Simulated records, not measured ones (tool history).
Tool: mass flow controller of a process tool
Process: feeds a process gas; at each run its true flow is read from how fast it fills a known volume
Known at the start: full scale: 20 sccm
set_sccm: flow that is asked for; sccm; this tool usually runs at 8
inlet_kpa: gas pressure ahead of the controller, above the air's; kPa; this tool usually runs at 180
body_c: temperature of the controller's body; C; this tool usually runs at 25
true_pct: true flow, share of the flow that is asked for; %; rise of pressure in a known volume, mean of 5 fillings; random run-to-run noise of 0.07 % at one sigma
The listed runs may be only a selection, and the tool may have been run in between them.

{"run": 1, "hour": 0.0, "set_sccm": 8, "inlet_kpa": 180, "body_c": 25, "true_pct": 99.34}
{"run": 2, "hour": 78.3, "set_sccm": 8, "inlet_kpa": 186, "body_c": 25, "true_pct": 99.37}
{"run": 3, "hour": 120.6, "set_sccm": 8, "inlet_kpa": 186, "body_c": 23, "true_pct": 99.19}
{"run": 4, "hour": 179.0, "set_sccm": 8, "inlet_kpa": 180, "body_c": 25, "true_pct": 99.56}
{"run": 5, "hour": 241.6, "set_sccm": 8, "inlet_kpa": 180, "body_c": 25, "true_pct": 99.47}
{"run": 6, "hour": 330.5, "set_sccm": 8, "inlet_kpa": 180, "body_c": 25, "true_pct": 99.54}
{"run": 7, "hour": 415.7, "set_sccm": 8, "inlet_kpa": 180, "body_c": 25, "true_pct": 99.56}
{"run": 8, "hour": 463.4, "set_sccm": 8, "inlet_kpa": 180, "body_c": 25, "true_pct": 99.46}
{"run": 9, "hour": 525.5, "set_sccm": 8, "inlet_kpa": 180, "body_c": 25, "true_pct": 99.62}
{"run": 10, "hour": 602.2, "set_sccm": 8, "inlet_kpa": 180, "body_c": 25, "true_pct": 99.66}
{"run": 11, "hour": 693.2, "set_sccm": 7, "inlet_kpa": 180, "body_c": 25, "true_pct": 99.51}
{"run": 12, "hour": 784.1, "set_sccm": 7, "inlet_kpa": 185, "body_c": 25, "true_pct": 99.55}
{"run": 13, "hour": 854.9, "set_sccm": 4, "inlet_kpa": 185, "body_c": 25, "true_pct": 99.48}
{"run": 14, "hour": 915.6, "set_sccm": 8, "inlet_kpa": 180, "body_c": 25, "true_pct": 99.69}
{"run": 15, "hour": 985.6, "set_sccm": 4, "inlet_kpa": 147, "body_c": 36, "true_pct": 100.79}
{"run": 16, "hour": 1080.4, "set_sccm": 4, "inlet_kpa": 147, "body_c": 36, "true_pct": 100.87}
{"run": 17, "hour": 1180.5, "set_sccm": 2, "inlet_kpa": 158, "body_c": 36, "true_pct": 100.62}
{"run": 18, "hour": 1267.0, "set_sccm": 2, "inlet_kpa": 158, "body_c": 36, "true_pct": 100.88}
{"run": 19, "hour": 1323.6, "set_sccm": 8, "inlet_kpa": 181, "body_c": 25, "true_pct": 99.76}
{"run": 20, "hour": 1420.4, "set_sccm": 8, "inlet_kpa": 166, "body_c": 23, "true_pct": 99.57}
{"run": 21, "hour": 1516.6, "set_sccm": 8, "inlet_kpa": 180, "body_c": 33, "true_pct": 100.88}
{"run": 22, "hour": 1610.5, "set_sccm": 8, "inlet_kpa": 180, "body_c": 22, "true_pct": 99.55}
{"run": 23, "hour": 1702.7, "set_sccm": 8, "inlet_kpa": 180, "body_c": 22, "true_pct": 99.54}
{"run": 24, "hour": 1785.4, "set_sccm": 3, "inlet_kpa": 215, "body_c": 31, "true_pct": 100.36}
{"run": 25, "hour": 1858.5, "set_sccm": 3, "inlet_kpa": 215, "body_c": 31, "true_pct": 100.4}
{"run": 26, "hour": 1945.7, "set_sccm": 4, "inlet_kpa": 172, "body_c": 30, "true_pct": 100.49}
{"run": 27, "hour": 2004.8, "set_sccm": 4, "inlet_kpa": 172, "body_c": 30, "true_pct": 100.56}

Forecast each of these 3 alternatives for the next run:
{"run": "A", "hour": 2070.3, "set_sccm": 4, "inlet_kpa": 218, "body_c": 30, "true_pct": "?"}
{"run": "B", "hour": 2070.3, "set_sccm": 8, "inlet_kpa": 180, "body_c": 25, "true_pct": "?"}
{"run": "C", "hour": 2070.3, "set_sccm": 3, "inlet_kpa": 180, "body_c": 22, "true_pct": "?"}

run=A true_pct=100.47
run=B true_pct=100.07
run=C true_pct=99.56
Without the tool's unlogged condition, the same runs would have read:
run=A true_pct=99.81
run=B true_pct=99.40
run=C true_pct=98.90
